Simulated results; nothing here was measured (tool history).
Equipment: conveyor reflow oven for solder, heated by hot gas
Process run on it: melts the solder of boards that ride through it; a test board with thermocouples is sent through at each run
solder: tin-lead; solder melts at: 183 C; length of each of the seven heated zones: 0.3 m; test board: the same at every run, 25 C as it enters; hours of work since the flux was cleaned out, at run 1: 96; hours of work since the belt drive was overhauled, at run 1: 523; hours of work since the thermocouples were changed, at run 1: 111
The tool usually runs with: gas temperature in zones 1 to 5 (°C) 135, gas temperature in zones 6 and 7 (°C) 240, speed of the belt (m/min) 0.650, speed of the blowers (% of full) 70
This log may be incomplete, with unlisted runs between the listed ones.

run   hour  gas temperature in zones 1 to 5 (°C)  gas temperature in zones 6 and 7 (°C)  speed of the belt (m/min)  speed of the blowers (% of full)  hours of work since the flux was cleaned out  hours of work since the belt drive was overhauled  hours of work since the thermocouples were changed  highest temperature of the board (°C)  time above the solder's melting point (s)
  1    0.0                                   135                                    240                      0.650                                70                                            96                                                523                                                 111                                  225.0                                       45.6
  2   18.5                                   135                                    240                      0.650                                70                                           108                                                535                                                 123                                  225.2                                       45.6
  3   33.8                                   135                                    240                      0.650                                70                                           119                                                545                                                 134                                  225.5                                       45.3
  4   54.8                                   135                                    240                      0.650                                70                                           133                                                559                                                 148                                  225.0                                       45.7
  5   69.9                                   135                                    240                      0.650                                56                                           143                                                570                                                 158                                  222.7                                       44.6
  6   85.5                                   120                                    240                      0.650                                56                                           153                                                580                                                 168                                  219.5                                       39.8
  7   98.8                                   120                                    240                      0.650                                56                                           162                                                589                                                 177                                  220.3                                       39.2
  8  111.4                                   120                                    240                      0.650                                56                                           171                                                597                                                 186                                  219.6                                       38.8
  9  129.5                                   135                                    240                      0.650                                70                                           183                                                610                                                 198                                  225.1                                       46.2
 10  141.5                                   135                                    240                      0.650                                70                                           191                                                618                                                 206                                  225.0                                       46.6
 11  162.6                                   137                                    240                      0.650                                70                                           205                                                632                                                 220                                  224.7                                       46.2
 12  183.9                                   145                                    240                      0.650                                70                                           219                                                646                                                 234                                  226.8                                       49.5
 13  200.2                                   145                                    240                      0.650                                70                                           230                                                657                                                 245                                  226.0                                       49.5
 14  216.5                                   135                                    240                      0.650                                70                                           241                                                668                                                 256                                  224.5                                       46.2
 15  230.0                                   135                                    240                      0.650                                70                                           250                                                677                                                 265                                  224.8                                       45.8
 16  246.6                                   132                                    240                      0.650                                70                                           261                                                688                                                 277                                  224.1                                       45.4
 17  258.4                                   132                                    255                      0.649                                64                                           269                                                696                                                 284                                  237.5                                       49.4
 18  275.7                                   132                                    255                      0.649                                64                                           281                                                708                                                 296                                  236.4                                       50.3
 19  286.5                                   135                                    240                      0.650                                66                                           288                                                715                                                 303                                  224.5                                       46.1
 20  299.3                                   135                                    229                      0.533                                71                                           297                                                723                                                 312                                  220.5                                       54.3
     313.5  -- flux residue cleaned out of gas plates and filters
 21  324.0                                   135                                    229                      0.533                                71                                             7                                                737                                                 325                                  221.3                                       55.4
 22  341.7                                   135                                    238                      0.649                                56                                            19                                                749                                                 337                                  222.3                                       45.5
 23  354.8                                   148                                    240                      0.562                                86                                            28                                                757                                                 346                                  234.0                                       61.0
 24  376.7                                   148                                    240                      0.562                                86                                            42                                                772                                                 360                                  234.5                                       61.3
 25  387.3                                   148                                    240                      0.562                                86                                            49                                                779                                                 368                                  234.5                                       61.1
 26  397.8                                   135                                    248                      0.650                                70                                            57                                                786                                                 375                                  233.7                                       49.6
 27  410.5                                   135                                    248                      0.650                                70                                            65                                                795                                                 383                                  233.5                                       49.9
 28  432.8                                   130                                    246                      0.650                                70                                            80                                                810                                                 398                                  231.6                                       47.4
 29  450.5                                   138                                    251                      0.598                                70                                            92                                                822                                                 410                                  240.2                                       56.4
 30  469.9                                   138                                    251                      0.598                                70                                           105                                                835                                                 423                                  239.8                                       57.1
 31  484.2                                   135                                    240                      0.619                                77                                           114                                                844                                                 433                                  228.9                                       50.2

Difference, measured minus no-hidden-state, one row per run. Run-to-run variation is common to both terms; the gauge's own scatter need not be:
Unlogged tool condition in this case: heat that the gas passes to the board, % of a clean oven's; belt's true speed, % of the reading; true gas temperature in zones 6 and 7 over the reading, C; drift of the gauge itself on peak_c, C; drift of the gauge itself on liquid_s, %.
run  highest temperature of the board (°C)  time above the solder's melting point (s)
  1                                   +0.1                                       +0.7
  2                                   +0.1                                       +0.7
  3                                   +0.1                                       +0.8
  4                                   +0.0                                       +0.7
  5                                   +0.1                                       +0.8
  6                                   +0.1                                       +0.6
  7                                   +0.0                                       +0.6
  8                                   +0.1                                       +0.7
  9                                   +0.0                                       +0.7
 10                                   +0.0                                       +0.7
 11                                   -0.1                                       +0.8
 12                                   -0.1                                       +0.9
 13                                   -0.1                                       +0.9
 14                                   -0.2                                       +0.7
 15                                   -0.2                                       +0.7
 16                                   -0.2                                       +0.6
 17                                   -0.3                                       +0.9
 18                                   -0.3                                       +1.0
 19                                   -0.2                                       +0.8
 20                                   +0.1                                       +1.0
 21                                   +1.5                                       +2.1
 22                                   +1.7                                       +1.9
 23                                   +1.5                                       +1.9
 24                                   +1.5                                       +2.0
 25                                   +1.5                                       +1.9
 26                                   +1.6                                       +1.7
 27                                   +1.6                                       +1.7
 28                                   +1.6                                       +1.8
 29                                   +1.6                                       +1.9
 30                                   +1.6                                       +2.0
 31                                   +1.5                                       +1.9

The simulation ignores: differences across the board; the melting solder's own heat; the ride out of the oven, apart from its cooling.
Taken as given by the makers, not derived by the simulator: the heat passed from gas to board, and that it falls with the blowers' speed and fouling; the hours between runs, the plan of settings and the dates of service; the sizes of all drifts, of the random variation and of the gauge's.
